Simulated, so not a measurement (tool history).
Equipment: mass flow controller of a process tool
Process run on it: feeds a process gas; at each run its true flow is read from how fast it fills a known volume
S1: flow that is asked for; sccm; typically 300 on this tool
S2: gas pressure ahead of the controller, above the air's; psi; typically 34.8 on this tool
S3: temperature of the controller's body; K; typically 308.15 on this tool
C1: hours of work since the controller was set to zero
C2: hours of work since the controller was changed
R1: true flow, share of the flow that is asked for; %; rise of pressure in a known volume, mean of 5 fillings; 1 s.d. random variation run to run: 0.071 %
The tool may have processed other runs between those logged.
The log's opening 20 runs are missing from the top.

Run 21, hour 3122.8: usual settings but S1 109 sccm; C1 2761; C2 2761. Result: R1 103.69 %.
Run 22, hour 3340.7: usual settings but S1 428 sccm, S2 39.6 psi, S3 295.15 K; C1 2850; C2 2850. Result: R1 101.1 %.
Run 23, hour 3458.9: usual settings but S1 248 sccm, S2 22.2 psi, S3 297.15 K; C1 2899; C2 2899. Result: R1 101.2 %.
Run 24, hour 3598.4: usual settings but S1 248 sccm, S2 22.2 psi, S3 297.15 K; C1 2956; C2 2956. Result: R1 101.2 %.
Run 25, hour 3688.3: usual settings but S1 187 sccm, S2 36.3 psi, S3 312.15 K; C1 2992; C2 2992. Result: R1 103.43 %.
Run 26, hour 3887.3: usual settings but S1 187 sccm, S2 36.3 psi, S3 294.15 K; C1 3074; C2 3074. Result: R1 101.59 %.
Run 27, hour 3995.3: usual settings but S1 579 sccm, S2 23.4 psi; C1 3118; C2 3118. Result: R1 102.26 %.
Run 28, hour 4154.8: usual settings but S1 579 sccm, S2 26 psi, S3 304.15 K; C1 3183; C2 3183. Result: R1 101.94 %.
Run 29, hour 4336.2: usual settings but S1 579 sccm, S2 26 psi, S3 304.15 K; C1 3257; C2 3257. Result: R1 101.84 %.
Run 30, hour 4468.7: usual settings but S2 22.8 psi, S3 297.15 K; C1 3312; C2 3312. Result: R1 101.36 %.
Run 31, hour 4633.3: usual settings but S2 22.8 psi, S3 297.15 K; C1 3379; C2 3379. Result: R1 101.31 %.
Run 32, hour 4810: usual settings but S2 22.8 psi, S3 297.15 K; C1 3451; C2 3451. Result: R1 101.42 %.
Run 33, hour 5017.5: usual settings but S2 22.8 psi, S3 297.15 K; C1 3536; C2 3536. Result: R1 101.54 %.
Run 34, hour 5113.7: usual settings but S1 481 sccm, S2 33.4 psi; C1 3575; C2 3575. Result: R1 102.63 %.
Run 35, hour 5260.5: usual settings but S1 481 sccm, S2 33.4 psi; C1 3635; C2 3635. Result: R1 102.71 %.
Run 36, hour 5449.1: usual settings but S1 481 sccm, S2 27.8 psi, S3 301.15 K; C1 3713; C2 3713. Result: R1 101.83 %.
Run 37, hour 5658.5: usual settings but S1 441 sccm, S2 35 psi, S3 301.15 K; C1 3798; C2 3798. Result: R1 102.18 %.
Run 38, hour 5854.1: usual settings but S1 441 sccm, S2 35 psi, S3 301.15 K; C1 3878; C2 3878. Result: R1 102.26 %.

Below are 5 alternative next runs, each starting from the tool's condition after run 38. Predict each:
Run A, hour 6011.7: usual settings but S1 123 sccm, S2 35 psi, S3 313.15 K; C1 3943; C2 3943. Result: R1 ?.
Run B, hour 6011.7: usual settings but S1 483 sccm, S2 25.5 psi, S3 298.15 K; C1 3943; C2 3943. Result: R1 ?.
Run C, hour 6011.7: usual settings but S2 23.5 psi; C1 3943; C2 3943. Result: R1 ?.
Run D, hour 6011.7: usual settings but S1 441 sccm, S2 34.1 psi, S3 294.15 K; C1 3943; C2 3943. Result: R1 ?.
Run E, hour 6011.7: usual settings but S1 147 sccm, S2 35 psi, S3 301.15 K; C1 3943; C2 3943. Result: R1 ?.

run      R1
  A  105.27
  B  101.72
  C  102.94
  D  101.49
  E  103.54
The same runs, with their run-to-run variation unchanged, on a tool lacking any hidden condition would have given:
run      R1
  A  100.48
  B   99.29
  C  100.02
  D   98.99
  E   99.27

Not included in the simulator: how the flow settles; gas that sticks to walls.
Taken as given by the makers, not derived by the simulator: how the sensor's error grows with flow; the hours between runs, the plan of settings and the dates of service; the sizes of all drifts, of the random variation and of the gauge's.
